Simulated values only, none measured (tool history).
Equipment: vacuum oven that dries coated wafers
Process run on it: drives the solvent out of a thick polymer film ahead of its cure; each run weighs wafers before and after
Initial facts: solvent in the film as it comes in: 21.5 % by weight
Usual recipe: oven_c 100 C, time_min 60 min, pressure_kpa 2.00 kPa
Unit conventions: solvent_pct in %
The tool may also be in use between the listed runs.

{"run": 1, "hour": 0.0, "oven_c": 100, "time_min": 60, "pressure_kpa": 2.0, "solvent_pct": 1.8}
{"run": 2, "hour": 86.6, "oven_c": 100, "time_min": 60, "pressure_kpa": 2.0, "solvent_pct": 1.83}
{"run": 3, "hour": 139.2, "oven_c": 100, "time_min": 60, "pressure_kpa": 2.0, "solvent_pct": 1.84}
{"run": 4, "hour": 214.9, "oven_c": 88, "time_min": 60, "pressure_kpa": 2.0, "solvent_pct": 4.58}
{"run": 5, "hour": 253.4, "oven_c": 88, "time_min": 60, "pressure_kpa": 2.0, "solvent_pct": 4.55}
{"hour": 259.5, "done": "oven's thermocouples calibrated"}
{"run": 6, "hour": 306.4, "oven_c": 88, "time_min": 60, "pressure_kpa": 2.0, "solvent_pct": 4.15}
{"run": 7, "hour": 345.8, "oven_c": 88, "time_min": 60, "pressure_kpa": 2.0, "solvent_pct": 4.15}
{"run": 8, "hour": 394.0, "oven_c": 88, "time_min": 60, "pressure_kpa": 2.0, "solvent_pct": 4.15}
{"run": 9, "hour": 458.4, "oven_c": 88, "time_min": 60, "pressure_kpa": 2.0, "solvent_pct": 4.14}
{"run": 10, "hour": 530.6, "oven_c": 88, "time_min": 60, "pressure_kpa": 2.0, "solvent_pct": 4.18}
{"run": 11, "hour": 584.2, "oven_c": 88, "time_min": 60, "pressure_kpa": 2.0, "solvent_pct": 4.2}
{"run": 12, "hour": 657.2, "oven_c": 88, "time_min": 60, "pressure_kpa": 2.0, "solvent_pct": 4.22}
{"run": 13, "hour": 727.2, "oven_c": 88, "time_min": 60, "pressure_kpa": 2.0, "solvent_pct": 4.23}
{"run": 14, "hour": 809.4, "oven_c": 100, "time_min": 33, "pressure_kpa": 2.0, "solvent_pct": 4.33}
{"run": 15, "hour": 896.9, "oven_c": 100, "time_min": 60, "pressure_kpa": 2.0, "solvent_pct": 1.68}
{"run": 16, "hour": 969.8, "oven_c": 100, "time_min": 60, "pressure_kpa": 2.0, "solvent_pct": 1.74}
{"run": 17, "hour": 1039.7, "oven_c": 100, "time_min": 60, "pressure_kpa": 2.0, "solvent_pct": 1.7}
{"run": 18, "hour": 1126.8, "oven_c": 100, "time_min": 60, "pressure_kpa": 2.0, "solvent_pct": 1.73}
{"run": 19, "hour": 1209.2, "oven_c": 100, "time_min": 60, "pressure_kpa": 2.0, "solvent_pct": 1.74}
{"run": 20, "hour": 1274.4, "oven_c": 100, "time_min": 60, "pressure_kpa": 2.0, "solvent_pct": 1.76}
{"run": 21, "hour": 1324.3, "oven_c": 100, "time_min": 46, "pressure_kpa": 2.0, "solvent_pct": 2.73}
{"run": 22, "hour": 1400.5, "oven_c": 100, "time_min": 46, "pressure_kpa": 2.0, "solvent_pct": 2.76}
{"run": 23, "hour": 1456.0, "oven_c": 100, "time_min": 46, "pressure_kpa": 2.0, "solvent_pct": 2.77}
{"hour": 1464.8, "done": "vacuum gauge cleaned of residue and calibrated"}
{"run": 24, "hour": 1501.3, "oven_c": 86, "time_min": 60, "pressure_kpa": 2.0, "solvent_pct": 5.04}
{"run": 25, "hour": 1549.4, "oven_c": 100, "time_min": 50, "pressure_kpa": 3.22, "solvent_pct": 2.74}
{"run": 26, "hour": 1635.4, "oven_c": 111, "time_min": 106, "pressure_kpa": 3.03, "solvent_pct": 0.67}
{"hour": 1683.2, "done": "vacuum gauge cleaned of residue and calibrated, once more"}
{"run": 27, "hour": 1690.4, "oven_c": 111, "time_min": 106, "pressure_kpa": 3.03, "solvent_pct": 0.55}
{"run": 28, "hour": 1763.1, "oven_c": 95, "time_min": 60, "pressure_kpa": 2.0, "solvent_pct": 2.56}
{"hour": 1776.7, "done": "oven's thermocouples calibrated"}
{"run": 29, "hour": 1838.0, "oven_c": 86, "time_min": 66, "pressure_kpa": 1.13, "solvent_pct": 3.99}
{"run": 30, "hour": 1885.1, "oven_c": 100, "time_min": 53, "pressure_kpa": 4.5, "solvent_pct": 2.7}
{"run": 31, "hour": 1922.8, "oven_c": 110, "time_min": 60, "pressure_kpa": 6.16, "solvent_pct": 1.41}
{"run": 32, "hour": 1995.0, "oven_c": 103, "time_min": 60, "pressure_kpa": 5.64, "solvent_pct": 2.14}
{"run": 33, "hour": 2068.5, "oven_c": 91, "time_min": 73, "pressure_kpa": 1.09, "solvent_pct": 2.31}
{"run": 34, "hour": 2135.1, "oven_c": 91, "time_min": 73, "pressure_kpa": 4.54, "solvent_pct": 3.47}
{"run": 35, "hour": 2215.2, "oven_c": 91, "time_min": 73, "pressure_kpa": 4.54, "solvent_pct": 3.48}
{"run": 36, "hour": 2296.9, "oven_c": 91, "time_min": 73, "pressure_kpa": 4.27, "solvent_pct": 3.41}
{"run": 37, "hour": 2387.1, "oven_c": 99, "time_min": 43, "pressure_kpa": 2.0, "solvent_pct": 3.3}
{"run": 38, "hour": 2432.6, "oven_c": 99, "time_min": 43, "pressure_kpa": 2.0, "solvent_pct": 3.34}
{"run": 39, "hour": 2517.8, "oven_c": 110, "time_min": 65, "pressure_kpa": 2.0, "solvent_pct": 0.62}
{"run": 40, "hour": 2591.2, "oven_c": 110, "time_min": 38, "pressure_kpa": 7.62, "solvent_pct": 2.69}
{"run": 41, "hour": 2680.5, "oven_c": 110, "time_min": 38, "pressure_kpa": 7.62, "solvent_pct": 2.71}
{"run": 42, "hour": 2745.4, "oven_c": 109, "time_min": 108, "pressure_kpa": 2.0, "solvent_pct": 0.44}
{"run": 43, "hour": 2824.6, "oven_c": 111, "time_min": 57, "pressure_kpa": 4.91, "solvent_pct": 1.24}
{"run": 44, "hour": 2882.5, "oven_c": 114, "time_min": 62, "pressure_kpa": 1.43, "solvent_pct": 0.42}
{"run": 45, "hour": 2950.8, "oven_c": 114, "time_min": 62, "pressure_kpa": 1.43, "solvent_pct": 0.43}
{"run": 46, "hour": 3032.6, "oven_c": 88, "time_min": 60, "pressure_kpa": 2.0, "solvent_pct": 4.52}
{"run": 47, "hour": 3113.1, "oven_c": 88, "time_min": 60, "pressure_kpa": 2.0, "solvent_pct": 4.56}

Each run again, without the hidden state but with its own random variation kept:
Hidden state present: true wafer temperature over the reading, C; true pressure over the reading, kPa; drift of the gauge itself on solvent_pct, %.
run=1 solvent_pct=1.66
run=2 solvent_pct=1.67
run=3 solvent_pct=1.68
run=4 solvent_pct=4.28
run=5 solvent_pct=4.24
run=6 solvent_pct=4.28
run=7 solvent_pct=4.26
run=8 solvent_pct=4.26
run=9 solvent_pct=4.23
run=10 solvent_pct=4.26
run=11 solvent_pct=4.26
run=12 solvent_pct=4.27
run=13 solvent_pct=4.26
run=14 solvent_pct=4.38
run=15 solvent_pct=1.66
run=16 solvent_pct=1.70
run=17 solvent_pct=1.65
run=18 solvent_pct=1.67
run=19 solvent_pct=1.67
run=20 solvent_pct=1.69
run=21 solvent_pct=2.66
run=22 solvent_pct=2.68
run=23 solvent_pct=2.69
run=24 solvent_pct=4.83
run=25 solvent_pct=2.59
run=26 solvent_pct=0.54
run=27 solvent_pct=0.56
run=28 solvent_pct=2.56
run=29 solvent_pct=3.99
run=30 solvent_pct=2.69
run=31 solvent_pct=1.40
run=32 solvent_pct=2.11
run=33 solvent_pct=2.26
run=34 solvent_pct=3.41
run=35 solvent_pct=3.40
run=36 solvent_pct=3.32
run=37 solvent_pct=3.20
run=38 solvent_pct=3.24
run=39 solvent_pct=0.57
run=40 solvent_pct=2.58
run=41 solvent_pct=2.60
run=42 solvent_pct=0.37
run=43 solvent_pct=1.15
run=44 solvent_pct=0.35
run=45 solvent_pct=0.36
run=46 solvent_pct=4.24
run=47 solvent_pct=4.26

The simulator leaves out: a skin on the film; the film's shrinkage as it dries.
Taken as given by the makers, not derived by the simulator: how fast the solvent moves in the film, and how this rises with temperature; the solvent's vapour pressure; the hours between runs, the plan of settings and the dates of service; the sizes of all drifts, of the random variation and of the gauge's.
